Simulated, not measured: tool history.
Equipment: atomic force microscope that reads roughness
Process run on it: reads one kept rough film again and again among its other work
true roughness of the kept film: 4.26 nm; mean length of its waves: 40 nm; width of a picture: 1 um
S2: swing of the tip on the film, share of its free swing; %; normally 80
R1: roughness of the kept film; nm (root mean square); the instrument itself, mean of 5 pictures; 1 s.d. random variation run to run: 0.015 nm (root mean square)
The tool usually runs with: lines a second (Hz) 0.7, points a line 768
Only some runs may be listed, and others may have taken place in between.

run 1 hour=0 | lines_a_second_(Hz)=0.7 S2=80 points_a_line=768 | R1=3.409
run 2 hour=11.2 | lines_a_second_(Hz)=0.7 S2=80 points_a_line=768 | R1=3.396
run 3 hour=21.5 | lines_a_second_(Hz)=0.7 S2=80 points_a_line=768 | R1=3.37
run 4 hour=40.7 | lines_a_second_(Hz)=0.993 S2=80 points_a_line=768 | R1=3.275
-- hour=65.3 new tip fitted
run 5 hour=65.3 | lines_a_second_(Hz)=3.882 S2=80 points_a_line=768 | R1=2.842
run 6 hour=83.2 | lines_a_second_(Hz)=3.882 S2=80 points_a_line=768 | R1=2.808
run 7 hour=103.7 | lines_a_second_(Hz)=3.882 S2=80 points_a_line=768 | R1=2.787
-- hour=105.9 height scale calibrated on a step standard
run 8 hour=126.7 | lines_a_second_(Hz)=0.7 S2=80 points_a_line=313 | R1=3.442
run 9 hour=140.9 | lines_a_second_(Hz)=0.7 S2=80 points_a_line=313 | R1=3.421
run 10 hour=156.9 | lines_a_second_(Hz)=0.7 S2=80 points_a_line=313 | R1=3.386
run 11 hour=173 | lines_a_second_(Hz)=2.113 S2=69 points_a_line=266 | R1=3.212
run 12 hour=188.2 | lines_a_second_(Hz)=0.7 S2=64 points_a_line=768 | R1=3.453
run 13 hour=200.3 | lines_a_second_(Hz)=1.235 S2=62 points_a_line=768 | R1=3.397
-- hour=204 height scale calibrated on a step standard, once more
-- hour=206.9 new tip fitted
run 14 hour=213 | lines_a_second_(Hz)=1.235 S2=65 points_a_line=768 | R1=3.638

Consider 5 possible next runs. They are alternatives, not a sequence: every one starts from the tool as it was left by run 14. What does each give?
run A hour=227.1 | lines_a_second_(Hz)=0.605 S2=68 points_a_line=768 | R1=?
run B hour=227.1 | lines_a_second_(Hz)=1.235 S2=79 points_a_line=768 | R1=?
run C hour=227.1 | lines_a_second_(Hz)=1.235 S2=65 points_a_line=293 | R1=?
run D hour=227.1 | lines_a_second_(Hz)=2.373 S2=68 points_a_line=669 | R1=?
run E hour=227.1 | lines_a_second_(Hz)=1.372 S2=80 points_a_line=768 | R1=?

run=A R1=3.691
run=B R1=3.441
run=C R1=3.618
run=D R1=3.407
run=E R1=3.351
The same runs, with their run-to-run variation unchanged, on a tool lacking any hidden condition would have given:
run=A R1=3.759
run=B R1=3.504
run=C R1=3.685
run=D R1=3.47
run=E R1=3.413
